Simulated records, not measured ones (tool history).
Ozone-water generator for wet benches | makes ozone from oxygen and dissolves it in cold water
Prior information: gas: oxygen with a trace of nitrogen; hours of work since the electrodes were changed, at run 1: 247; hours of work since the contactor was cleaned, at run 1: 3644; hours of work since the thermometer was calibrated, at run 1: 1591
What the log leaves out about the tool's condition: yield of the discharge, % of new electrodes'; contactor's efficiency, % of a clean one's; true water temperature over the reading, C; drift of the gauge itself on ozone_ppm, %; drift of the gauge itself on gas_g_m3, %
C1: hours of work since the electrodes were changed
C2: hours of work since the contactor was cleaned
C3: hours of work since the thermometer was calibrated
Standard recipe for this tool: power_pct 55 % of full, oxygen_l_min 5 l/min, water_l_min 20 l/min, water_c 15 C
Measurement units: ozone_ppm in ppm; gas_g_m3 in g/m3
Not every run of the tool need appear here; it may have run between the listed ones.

run 1 day=0 | power_pct=55 oxygen_l_min=5 water_l_min=20 water_c=15 | C1=247 C2=3644 C3=1591 | ozone_ppm=11.9 gas_g_m3=123.3
run 2 day=1.058 | power_pct=55 oxygen_l_min=5 water_l_min=16 water_c=15 | C1=265 C2=3662 C3=1610 | ozone_ppm=14.1 gas_g_m3=121.7
run 3 day=2.988 | power_pct=55 oxygen_l_min=5 water_l_min=16 water_c=15 | C1=300 C2=3696 C3=1644 | ozone_ppm=13.9 gas_g_m3=122.1
run 4 day=4.525 | power_pct=55 oxygen_l_min=5 water_l_min=20 water_c=15 | C1=327 C2=3724 C3=1671 | ozone_ppm=11.9 gas_g_m3=123.2
run 5 day=5.9 | power_pct=55 oxygen_l_min=5 water_l_min=20 water_c=12 | C1=351 C2=3748 C3=1695 | ozone_ppm=12.3 gas_g_m3=121.7
run 6 day=7.167 | power_pct=55 oxygen_l_min=5 water_l_min=20 water_c=12 | C1=373 C2=3770 C3=1718 | ozone_ppm=12.3 gas_g_m3=121.3
run 7 day=8.775 | power_pct=77 oxygen_l_min=5 water_l_min=20 water_c=12 | C1=402 C2=3799 C3=1746 | ozone_ppm=15.3 gas_g_m3=153.2
run 8 day=10.254 | power_pct=77 oxygen_l_min=5 water_l_min=20 water_c=12 | C1=428 C2=3825 C3=1772 | ozone_ppm=15.5 gas_g_m3=152.7
run 9 day=12.146 | power_pct=56 oxygen_l_min=5 water_l_min=20 water_c=12 | C1=461 C2=3858 C3=1806 | ozone_ppm=12.3 gas_g_m3=121.8
run 10 day=13.712 | power_pct=91 oxygen_l_min=4.01 water_l_min=12 water_c=12 | C1=489 C2=3886 C3=1833 | ozone_ppm=24 gas_g_m3=183.6
run 11 day=15.108 | power_pct=91 oxygen_l_min=4.01 water_l_min=12 water_c=12 | C1=513 C2=3910 C3=1858 | ozone_ppm=23.8 gas_g_m3=183
run 12 day=16.396 | power_pct=54 oxygen_l_min=7.07 water_l_min=16 water_c=14 | C1=536 C2=3933 C3=1881 | ozone_ppm=15 gas_g_m3=108
run 13 day=17.696 | power_pct=54 oxygen_l_min=7.07 water_l_min=16 water_c=14 | C1=559 C2=3956 C3=1904 | ozone_ppm=14.7 gas_g_m3=106.5
run 14 day=19.15 | power_pct=100 oxygen_l_min=2.87 water_l_min=17 water_c=14 | C1=585 C2=3982 C3=1929 | ozone_ppm=17.2 gas_g_m3=217
run 15 day=20.35 | power_pct=55 oxygen_l_min=3.36 water_l_min=21 water_c=21 | C1=606 C2=4003 C3=1950 | ozone_ppm=9.3 gas_g_m3=137.9
run 16 day=22.108 | power_pct=75 oxygen_l_min=4.02 water_l_min=23 water_c=15 | C1=637 C2=4034 C3=1981 | ozone_ppm=11.9 gas_g_m3=160.3
run 17 day=22.942 | power_pct=75 oxygen_l_min=4.02 water_l_min=23 water_c=15 | C1=652 C2=4049 C3=1996 | ozone_ppm=12.2 gas_g_m3=158.3
run 18 day=24.704 | power_pct=75 oxygen_l_min=4.02 water_l_min=23 water_c=15 | C1=683 C2=4080 C3=2027 | ozone_ppm=11.9 gas_g_m3=159.6

The same runs without the tool's hidden state, with the same run-to-run variation:
run=1 ozone_ppm=12.6 gas_g_m3=123.7
run=2 ozone_ppm=14.9 gas_g_m3=122.2
run=3 ozone_ppm=14.8 gas_g_m3=122.7
run=4 ozone_ppm=12.7 gas_g_m3=123.8
run=5 ozone_ppm=13.2 gas_g_m3=122.4
run=6 ozone_ppm=13.2 gas_g_m3=122.1
run=7 ozone_ppm=16.5 gas_g_m3=154.5
run=8 ozone_ppm=16.6 gas_g_m3=154.1
run=9 ozone_ppm=13.3 gas_g_m3=122.8
run=10 ozone_ppm=25.6 gas_g_m3=185.9
run=11 ozone_ppm=25.5 gas_g_m3=185.5
run=12 ozone_ppm=16.1 gas_g_m3=109.1
run=13 ozone_ppm=15.8 gas_g_m3=107.6
run=14 ozone_ppm=18.6 gas_g_m3=220.7
run=15 ozone_ppm=10 gas_g_m3=139.5
run=16 ozone_ppm=12.9 gas_g_m3=162.8
run=17 ozone_ppm=13.3 gas_g_m3=160.9
run=18 ozone_ppm=12.9 gas_g_m3=162.3

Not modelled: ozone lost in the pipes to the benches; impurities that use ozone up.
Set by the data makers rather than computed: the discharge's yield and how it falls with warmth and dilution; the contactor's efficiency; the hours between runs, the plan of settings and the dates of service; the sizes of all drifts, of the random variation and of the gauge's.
